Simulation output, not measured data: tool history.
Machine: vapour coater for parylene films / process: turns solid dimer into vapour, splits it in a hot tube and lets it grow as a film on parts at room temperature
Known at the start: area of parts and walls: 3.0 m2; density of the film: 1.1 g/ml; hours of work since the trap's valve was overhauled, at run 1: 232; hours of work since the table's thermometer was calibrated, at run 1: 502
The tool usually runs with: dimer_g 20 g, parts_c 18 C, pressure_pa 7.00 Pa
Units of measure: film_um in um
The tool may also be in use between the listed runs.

run    hour  dimer_g  parts_c  pressure_pa  hours of work since the trap's valve was overhauled  hours of work since the table's thermometer was calibrated  film_um
  1     0.0       20       18         7.00                                                  232                                                         502     2.94
  2    50.9       20       18         7.00                                                  272                                                         543     2.87
  3    81.8       20       18         7.00                                                  297                                                         568     2.87
  4   103.7       20       18         7.00                                                  314                                                         585     2.81
  5   155.3       20       18         7.00                                                  355                                                         626     2.80
      167.0  -- trap's valve overhauled
  6   210.3       20       26         7.00                                                   34                                                         667     1.78
  7   238.7       20       26         7.00                                                   57                                                         689     1.73
  8   270.2       20       26         7.00                                                   82                                                         714     1.73
      301.7  -- trap's valve overhauled, once more
  9   316.7       15       26         7.00                                                   12                                                         748     1.62
 10   364.8       20       18         3.31                                                   50                                                         786     3.31
 11   411.6       20       18         3.31                                                   87                                                         824     3.26
 12   457.7       20       18         3.31                                                  124                                                         860     3.21
 13   503.5       20       18         2.32                                                  161                                                         897     3.24
 14   539.6       20       18         7.00                                                  189                                                         926     2.92
 15   579.1       20       18         7.00                                                  221                                                         957     2.90
 16   601.4       20       18         7.00                                                  239                                                         975     2.91
 17   629.1       20       26         7.00                                                  261                                                         997     2.00
 18   676.7       20       20         2.85                                                  298                                                        1035     2.80
 19   701.3       24       18         7.00                                                  318                                                        1054     3.32
 20   735.1       16       15         4.90                                                  345                                                        1081     2.63
      757.4  -- trap's valve overhauled
 21   784.4       20       14         7.00                                                   21                                                        1117     3.72
 22   812.0       20       14         7.00                                                   43                                                        1139     3.74
 23   836.3       21       26         3.11                                                   63                                                        1159     2.37
 24   876.2       21       26         3.11                                                   95                                                        1190     2.36
 25   910.2       14       23         9.95                                                  122                                                        1217     1.61
 26   951.5       30       15         7.00                                                  154                                                        1250     5.12
      973.6  -- table's thermometer calibrated
 27   976.1       30       15         7.00                                                  173                                                           2     5.38
 28  1005.7       20       18        10.31                                                  197                                                          26     3.01
 29  1040.6       20       18        10.31                                                  225                                                          53     2.92
 30  1072.0       17       18        11.08                                                  250                                                          78     2.47
 31  1110.7       10       15         3.85                                                  280                                                         109     1.81

Across each entry between runs, compare the hidden state at the last listed run before it with the hidden state at the first listed run after it:
Runs 5 to 6: trap's valve overhauled (hour 167.0)
  vapour lost through the trap's worn valve, %: 12.5 -> 20.3; true temperature of the parts over the reading, C: 0.62 -> 0.66
  difference, measured minus the result without the unlogged condition, film_um: -0.49 -> -0.52 um
Runs 8 to 9: trap's valve overhauled, once more (hour 301.7)
  vapour lost through the trap's worn valve, %: 21.8 -> 0.8; true temperature of the parts over the reading, C: 0.7 -> 0.74
  difference, measured minus the result without the unlogged condition, film_um: -0.55 -> -0.07 um
Runs 20 to 21: trap's valve overhauled (hour 757.4)
  vapour lost through the trap's worn valve, %: 11.9 -> 0.8; true temperature of the parts over the reading, C: 1.05 -> 1.09
  difference, measured minus the result without the unlogged condition, film_um: -0.51 -> -0.22 um
Runs 26 to 27: table's thermometer calibrated (hour 973.6)
  vapour lost through the trap's worn valve, %: 5.1 -> 5.8; true temperature of the parts over the reading, C: 1.21 -> 0
  difference, measured minus the result without the unlogged condition, film_um: -0.59 -> -0.33 um
